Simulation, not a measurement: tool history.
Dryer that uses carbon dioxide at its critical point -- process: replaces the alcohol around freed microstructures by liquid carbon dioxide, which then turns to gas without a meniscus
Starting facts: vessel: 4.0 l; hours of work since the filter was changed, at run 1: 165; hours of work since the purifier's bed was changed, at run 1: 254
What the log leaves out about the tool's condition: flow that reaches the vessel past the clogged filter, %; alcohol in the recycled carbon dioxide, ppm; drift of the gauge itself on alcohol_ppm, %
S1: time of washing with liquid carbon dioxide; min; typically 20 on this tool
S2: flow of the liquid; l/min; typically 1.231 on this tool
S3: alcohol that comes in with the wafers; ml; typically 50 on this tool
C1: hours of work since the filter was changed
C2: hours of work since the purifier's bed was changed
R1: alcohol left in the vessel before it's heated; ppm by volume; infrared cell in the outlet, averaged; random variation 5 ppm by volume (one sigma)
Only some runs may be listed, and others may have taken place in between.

| run | day | S1 | S2 | S3 | C1 | C2 | R1 |
|---|---|---|---|---|---|---|---|
| 1 | 0.000 | 20 | 1.231 | 50 | 165 | 254 | 142 |
| 2 | 0.642 | 20 | 1.231 | 50 | 173 | 262 | 131 |
| 3 | 0.988 | 20 | 1.170 | 50 | 178 | 266 | 169 |
| 4 | 1.425 | 20 | 1.170 | 51 | 183 | 272 | 171 |
| 5 | 2.117 | 20 | 1.170 | 51 | 191 | 280 | 164 |
| 6 | 2.879 | 20 | 1.170 | 51 | 201 | 290 | 182 |
| 7 | 3.329 | 20 | 1.170 | 51 | 206 | 295 | 177 |
|  | 3.488 | inlet filter changed |
| 8 | 4.017 | 20 | 1.170 | 51 | 6 | 303 | 122 |
| 9 | 4.638 | 20 | 1.170 | 51 | 14 | 311 | 125 |
| 10 | 5.396 | 20 | 1.460 | 50 | 23 | 320 | 81 |
| 11 | 5.942 | 20 | 1.460 | 50 | 30 | 327 | 99 |
| 12 | 6.658 | 20 | 1.460 | 50 | 39 | 335 | 97 |
| 13 | 7.175 | 20 | 1.231 | 50 | 45 | 342 | 123 |
| 14 | 7.858 | 20 | 1.231 | 50 | 53 | 350 | 134 |
| 15 | 8.246 | 15 | 1.231 | 50 | 58 | 355 | 268 |
| 16 | 9.104 | 20 | 1.231 | 50 | 69 | 365 | 134 |
| 17 | 9.533 | 20 | 1.231 | 50 | 74 | 370 | 128 |
| 18 | 10.062 | 20 | 0.990 | 50 | 80 | 377 | 235 |
| 19 | 10.904 | 20 | 1.231 | 50 | 91 | 387 | 142 |
| 20 | 11.329 | 20 | 1.231 | 50 | 96 | 392 | 143 |
| 21 | 12.004 | 20 | 1.231 | 21 | 104 | 401 | 118 |
| 22 | 12.538 | 20 | 1.231 | 21 | 111 | 407 | 120 |
| 23 | 12.883 | 20 | 1.231 | 21 | 115 | 411 | 117 |
| 24 | 13.575 | 20 | 1.231 | 21 | 123 | 420 | 128 |
| 25 | 14.283 | 22 | 1.280 | 21 | 132 | 429 | 105 |
| 26 | 15.050 | 20 | 1.700 | 50 | 141 | 438 | 113 |
| 27 | 15.829 | 20 | 1.700 | 50 | 151 | 447 | 111 |
| 28 | 16.625 | 26 | 1.980 | 70 | 161 | 457 | 105 |
| 29 | 17.358 | 21 | 1.610 | 50 | 170 | 466 | 126 |
| 30 | 18.058 | 21 | 1.610 | 50 | 178 | 475 | 119 |
| 31 | 18.796 | 15 | 1.850 | 22 | 187 | 484 | 126 |
| 32 | 19.467 | 20 | 1.490 | 50 | 195 | 492 | 144 |
| 33 | 19.967 | 20 | 1.490 | 50 | 201 | 498 | 141 |
| 34 | 20.371 | 20 | 1.490 | 50 | 206 | 503 | 148 |
|  | 20.488 | inlet filter changed |
| 35 | 21.092 | 15 | 1.231 | 54 | 7 | 511 | 300 |
| 36 | 21.812 | 20 | 1.150 | 51 | 16 | 520 | 171 |
| 37 | 22.375 | 18 | 1.370 | 21 | 23 | 527 | 132 |
| 38 | 22.825 | 20 | 1.040 | 113 | 29 | 532 | 341 |
| 39 | 23.488 | 20 | 1.040 | 113 | 37 | 540 | 349 |
| 40 | 24.283 | 20 | 1.040 | 113 | 46 | 550 | 360 |
| 41 | 24.696 | 20 | 1.300 | 50 | 51 | 555 | 164 |
| 42 | 25.267 | 29 | 1.200 | 62 | 58 | 562 | 136 |
| 43 | 26.038 | 29 | 1.200 | 64 | 68 | 572 | 125 |

What if the next run were any one of these 4? Each begins from the tool's condition after run 43:
| A | 26.517 | 14 | 1.250 | 43 | 74 | 578 | ? |
| B | 26.517 | 27 | 1.231 | 50 | 74 | 578 | ? |
| C | 26.517 | 29 | 1.120 | 64 | 74 | 578 | ? |
| D | 26.517 | 20 | 1.490 | 50 | 74 | 578 | ? |

| run | R1 |
|---|---|
| A | 347 |
| B | 132 |
| C | 146 |
| D | 140 |
With no hidden state in the tool, these same runs would have given:
| run | R1 |
|---|---|
| A | 181 |
| B | 3 |
| C | 16 |
| D | 10 |
